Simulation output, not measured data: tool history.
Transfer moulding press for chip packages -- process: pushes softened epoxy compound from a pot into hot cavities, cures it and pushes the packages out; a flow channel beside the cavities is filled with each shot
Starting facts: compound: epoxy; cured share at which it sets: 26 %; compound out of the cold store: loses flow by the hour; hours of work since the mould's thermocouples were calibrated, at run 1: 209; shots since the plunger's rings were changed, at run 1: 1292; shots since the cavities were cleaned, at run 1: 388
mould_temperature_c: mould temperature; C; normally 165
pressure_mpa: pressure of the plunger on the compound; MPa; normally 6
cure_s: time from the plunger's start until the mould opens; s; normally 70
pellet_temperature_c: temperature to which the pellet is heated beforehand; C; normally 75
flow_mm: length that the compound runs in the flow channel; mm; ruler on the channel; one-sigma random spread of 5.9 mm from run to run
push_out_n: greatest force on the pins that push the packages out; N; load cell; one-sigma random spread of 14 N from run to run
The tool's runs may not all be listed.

run,hour,mould_temperature_c,pressure_mpa,cure_s,pellet_temperature_c,hours of work since the mould's thermocouples were calibrated,shots since the plunger's rings were changed,shots since the cavities were cleaned,incoming compound's hours out of the cold store,flow_mm,push_out_n
1,0,165,6,70,75,209,1292,388,26.2,747,912
# hour 5.9: cavities cleaned with cleaning compound and waxed
2,8.3,165,6,70,75,214,1394,36,28.5,747,742
3,15.1,165,6,70,75,219,1497,139,26.4,743,766
4,24.5,165,6,70,75,226,1640,282,39.4,711,823
5,33.3,165,6.79,70,75,232,1772,414,24.7,795,947
# hour 37.6: cavities cleaned with cleaning compound and waxed
6,42.9,165,6,70,75,238,1895,80,39.6,715,762
7,51,165,6,70,75,243,2017,202,24.6,751,870
8,59.7,160,6,70,75,250,2149,334,32.9,727,1227
9,66.4,160,6,70,75,254,2250,435,45.4,704,1223
# hour 69.3: cavities cleaned with cleaning compound and waxed
10,71.9,165,5.04,70,75,257,2310,39,28.4,669,717
11,77.4,165,6,73,75,261,2393,122,15.7,774,715
12,85.2,165,6,73,75,267,2511,240,35.6,726,760
13,94.1,165,6,73,75,273,2646,375,35.9,712,823
# hour 101.1: cavities cleaned with cleaning compound and waxed
14,104.2,165,6,60,75,279,2775,47,22.5,751,1153

Run 15 is up next; what results do you expect?
15,111.6,165,6,60,75,285,2888,160,28.9,?,?

Run 15 produced flow_mm 721 mm, push_out_n 1221 N.
Had the tool carried no hidden state, the very same run would have given flow_mm 746 mm, push_out_n 1008 N.

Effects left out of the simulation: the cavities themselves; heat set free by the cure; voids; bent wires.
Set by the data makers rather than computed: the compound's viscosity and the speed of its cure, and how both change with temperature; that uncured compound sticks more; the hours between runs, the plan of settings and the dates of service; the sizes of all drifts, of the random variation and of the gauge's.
